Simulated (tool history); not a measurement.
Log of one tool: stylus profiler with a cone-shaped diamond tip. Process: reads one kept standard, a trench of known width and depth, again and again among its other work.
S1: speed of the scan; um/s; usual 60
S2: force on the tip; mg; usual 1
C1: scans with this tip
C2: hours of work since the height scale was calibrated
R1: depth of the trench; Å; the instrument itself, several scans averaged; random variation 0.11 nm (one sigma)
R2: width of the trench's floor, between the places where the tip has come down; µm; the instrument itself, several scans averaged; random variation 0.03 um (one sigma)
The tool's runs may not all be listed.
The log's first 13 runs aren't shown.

run 14 hour=773.5 | S1=60 S2=2.94 | C1=4755 C2=535 | R1=2030.3 R2=16.86
run 15 hour=834.3 | S1=60 S2=1 | C1=4979 C2=560 | R1=2019.7 R2=16.76
-- hour=840 height scale calibrated on a step standard
run 16 hour=876.8 | S1=60 S2=2.25 | C1=5133 C2=15 | R1=2031.3 R2=16.85
run 17 hour=946.6 | S1=98 S2=0.83 | C1=5390 C2=44 | R1=2022.7 R2=16.55
run 18 hour=1014.6 | S1=19 S2=0.47 | C1=5640 C2=72 | R1=2018.1 R2=16.84
run 19 hour=1086.9 | S1=19 S2=0.47 | C1=5905 C2=102 | R1=2016.6 R2=16.86
-- hour=1120.3 height scale calibrated on a step standard, once more
run 20 hour=1164.4 | S1=35 S2=1.28 | C1=6188 C2=18 | R1=2014.8 R2=16.83
run 21 hour=1237 | S1=15 S2=0.38 | C1=6455 C2=48 | R1=2007.9 R2=16.86
run 22 hour=1294.3 | S1=38 S2=1.02 | C1=6666 C2=72 | R1=2011.4 R2=16.81
run 23 hour=1332.5 | S1=67 S2=1 | C1=6806 C2=88 | R1=2013.6 R2=16.69
run 24 hour=1389.7 | S1=82 S2=1 | C1=7017 C2=111 | R1=2013.3 R2=16.53
run 25 hour=1461.7 | S1=82 S2=1.47 | C1=7281 C2=141 | R1=2017 R2=16.66
run 26 hour=1535.9 | S1=166 S2=0.75 | C1=7554 C2=172 | R1=2012 R2=16.15
run 27 hour=1592.4 | S1=18 S2=1.91 | C1=7762 C2=195 | R1=2018.6 R2=16.87
run 28 hour=1627.9 | S1=18 S2=1.91 | C1=7893 C2=210 | R1=2020.6 R2=16.81
run 29 hour=1660.1 | S1=18 S2=1.91 | C1=8011 C2=223 | R1=2020 R2=16.83
run 30 hour=1697.2 | S1=18 S2=1.91 | C1=8147 C2=239 | R1=2020.5 R2=16.88
run 31 hour=1760.3 | S1=105 S2=1.91 | C1=8379 C2=265 | R1=2021.2 R2=16.58

Forecast each of these 4 alternatives for the next run:
run A hour=1822.6 | S1=122 S2=1.27 | C1=8608 C2=291 | R1=? R2=?
run B hour=1822.6 | S1=125 S2=1.03 | C1=8608 C2=291 | R1=? R2=?
run C hour=1822.6 | S1=94 S2=0.78 | C1=8608 C2=291 | R1=? R2=?
run D hour=1822.6 | S1=187 S2=2.83 | C1=8608 C2=291 | R1=? R2=?

run=A R1=2016.8 R2=16.49
run=B R1=2015.2 R2=16.36
run=C R1=2013.2 R2=16.43
run=D R1=2027.8 R2=16.48
Without the tool's hidden state the same runs would have given:
run=A R1=2014.3 R2=16.81
run=B R1=2012.7 R2=16.68
run=C R1=2010.7 R2=16.75
run=D R1=2025.3 R2=16.8
